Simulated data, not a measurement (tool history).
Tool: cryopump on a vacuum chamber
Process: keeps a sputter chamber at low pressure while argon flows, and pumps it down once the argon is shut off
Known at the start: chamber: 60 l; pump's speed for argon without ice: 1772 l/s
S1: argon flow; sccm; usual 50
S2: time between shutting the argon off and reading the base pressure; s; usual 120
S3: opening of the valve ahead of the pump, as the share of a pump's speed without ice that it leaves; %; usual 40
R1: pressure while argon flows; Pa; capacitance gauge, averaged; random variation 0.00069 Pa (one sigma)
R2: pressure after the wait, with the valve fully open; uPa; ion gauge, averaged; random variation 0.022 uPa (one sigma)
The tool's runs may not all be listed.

run 1 day=0.000 | S1=50 S2=120 S3=40 | R1=0.1294 R2=1.68
run 2 day=1.954 | S1=50 S2=120 S3=19 | R1=0.2616 R2=1.69
run 3 day=3.879 | S1=50 S2=120 S3=19 | R1=0.2619 R2=1.70
run 4 day=6.017 | S1=50 S2=120 S3=42 | R1=0.1257 R2=1.75
run 5 day=8.100 | S1=50 S2=127 S3=42 | R1=0.1269 R2=1.74
-- day=8.604 pump warmed up, emptied and cooled again
run 6 day=9.754 | S1=50 S2=127 S3=42 | R1=0.1151 R2=1.54
run 7 day=10.771 | S1=50 S2=69 S3=42 | R1=0.1143 R2=2.00
run 8 day=11.788 | S1=50 S2=69 S3=42 | R1=0.1156 R2=1.99
run 9 day=12.729 | S1=50 S2=247 S3=40 | R1=0.1211 R2=1.33
run 10 day=14.512 | S1=50 S2=247 S3=40 | R1=0.1220 R2=1.35
run 11 day=16.162 | S1=72 S2=247 S3=40 | R1=0.1755 R2=1.41
run 12 day=17.938 | S1=72 S2=247 S3=40 | R1=0.1768 R2=1.45
run 13 day=19.012 | S1=65 S2=219 S3=53 | R1=0.1204 R2=1.50
run 14 day=20.592 | S1=59 S2=120 S3=40 | R1=0.1454 R2=1.74
run 15 day=21.679 | S1=60 S2=20 S3=16 | R1=0.3633 R2=4.05
run 16 day=23.188 | S1=60 S2=20 S3=16 | R1=0.3613 R2=4.16
run 17 day=24.842 | S1=60 S2=20 S3=16 | R1=0.3646 R2=4.32
run 18 day=26.312 | S1=29 S2=120 S3=56 | R1=0.0530 R2=1.83
run 19 day=28.054 | S1=76 S2=93 S3=20 | R1=0.3716 R2=2.02
run 20 day=29.158 | S1=76 S2=93 S3=20 | R1=0.3708 R2=2.03

Forecast each of these 3 alternatives for the next run:
run A day=30.454 | S1=76 S2=93 S3=17 | R1=? R2=?
run B day=30.454 | S1=81 S2=132 S3=58 | R1=? R2=?
run C day=30.454 | S1=28 S2=203 S3=39 | R1=? R2=?

run=A R1=0.4362 R2=2.08
run=B R1=0.1454 R2=1.87
run=C R1=0.0725 R2=1.74
Without the tool's hidden state the same runs would have given:
run=A R1=0.4263 R2=0.79
run=B R1=0.1348 R2=0.64
run=C R1=0.0689 R2=0.46
